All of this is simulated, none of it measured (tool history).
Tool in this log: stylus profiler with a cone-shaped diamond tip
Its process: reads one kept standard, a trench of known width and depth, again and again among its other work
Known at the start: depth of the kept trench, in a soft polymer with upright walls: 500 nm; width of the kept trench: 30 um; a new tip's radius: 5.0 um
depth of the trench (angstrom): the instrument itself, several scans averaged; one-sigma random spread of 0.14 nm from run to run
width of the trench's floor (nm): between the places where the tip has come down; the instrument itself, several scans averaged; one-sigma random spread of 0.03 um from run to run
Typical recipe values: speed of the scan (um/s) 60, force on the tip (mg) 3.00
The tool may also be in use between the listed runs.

run     day  speed of the scan (um/s)  force on the tip (mg)  depth of the trench (angstrom)  width of the trench's floor (nm)
  1   0.000                        60                   3.00                          5048.5                             23580
  2   1.379                        60                   3.00                          5049.7                             23510
  3   3.508                        60                   3.00                          5050.2                             23470
  4   4.708                        60                   3.00                          5049.8                             23510
  5   6.754                        60                   3.00                          5052.7                             23490
  6   8.783                        60                   5.72                          5067.4                             23460
  7   9.983                        60                   5.72                          5066.6                             23520
  8  11.142                        60                   2.21                          5047.6                             23360
  9  12.354                        60                   2.21                          5045.4                             23330
 10  13.221                        60                   2.21                          5046.3                             23360
 11  14.929                        60                   2.21                          5048.1                             23230
 12  16.975                        60                   2.21                          5048.5                             23240
 13  18.583                        60                   2.21                          5046.2                             23260
 14  20.679                        60                   2.21                          5048.8                             23190
 15  21.933                        60                   2.21                          5049.2                             23160
 16  23.838                        60                   2.21                          5046.0                             23190
 17  25.296                        23                   4.92                          5068.4                             23310
     25.488  -- height scale calibrated on a step standard
 18  26.642                        20                   2.80                          5059.2                             23320
 19  28.100                        20                   2.80                          5055.7                             23290
     30.092  -- new tip fitted, height scale calibrated
 20  30.279                        18                   6.63                          5051.5                             25660
 21  31.638                        31                   4.06                          5040.3                             25610
 22  33.517                        31                   4.06                          5037.6                             25570
 23  34.446                        60                   2.24                          5028.3                             25360
     34.821  -- height scale calibrated on a step standard, once more
 24  35.529                        60                   2.24                          5027.9                             25320
 25  37.000                        60                   2.24                          5025.1                             25330
 26  38.767                        60                   5.83                          5052.0                             25410
 27  39.912                        17                   6.29                          5053.6                             25480
 28  41.346                       118                   3.00                          5032.8                             25100
 29  43.225                       115                   3.00                          5033.8                             25020

Below, each run's measurement less what the same run would have read without the hidden state. Both values contain the same run-to-run variation, but the gauge's scatter may not be the same in both:
The hidden state here: radius of the tip, um; height scale over the true one, %; drift of the gauge itself on depth_nm, %; drift of the gauge itself on floor_um, %.
run  depth of the trench (angstrom)  width of the trench's floor (nm)
  1                           +18.0                             -1890
  2                           +18.2                             -1910
  3                           +18.6                             -1930
  4                           +18.9                             -1960
  5                           +19.2                             -1980
  6                           +19.7                             -2020
  7                           +19.9                             -2030
  8                           +20.0                             -2040
  9                           +20.2                             -2060
 10                           +20.4                             -2070
 11                           +20.7                             -2100
 12                           +21.1                             -2130
 13                           +21.4                             -2160
 14                           +21.8                             -2190
 15                           +22.1                             -2200
 16                           +22.4                             -2230
 17                           +22.7                             -2250
 18                           +27.2                             -2270
 19                           +27.4                             -2290
 20                            +1.0                               +60
 21                            +1.2                               +30
 22                            +1.6                                +0
 23                            +1.8                               -20
 24                            +0.5                               -50
 25                            +0.7                               -70
 26                            +1.0                              -110
 27                            +1.3                              -130
 28                            +1.5                              -170
 29                            +1.9                              -210
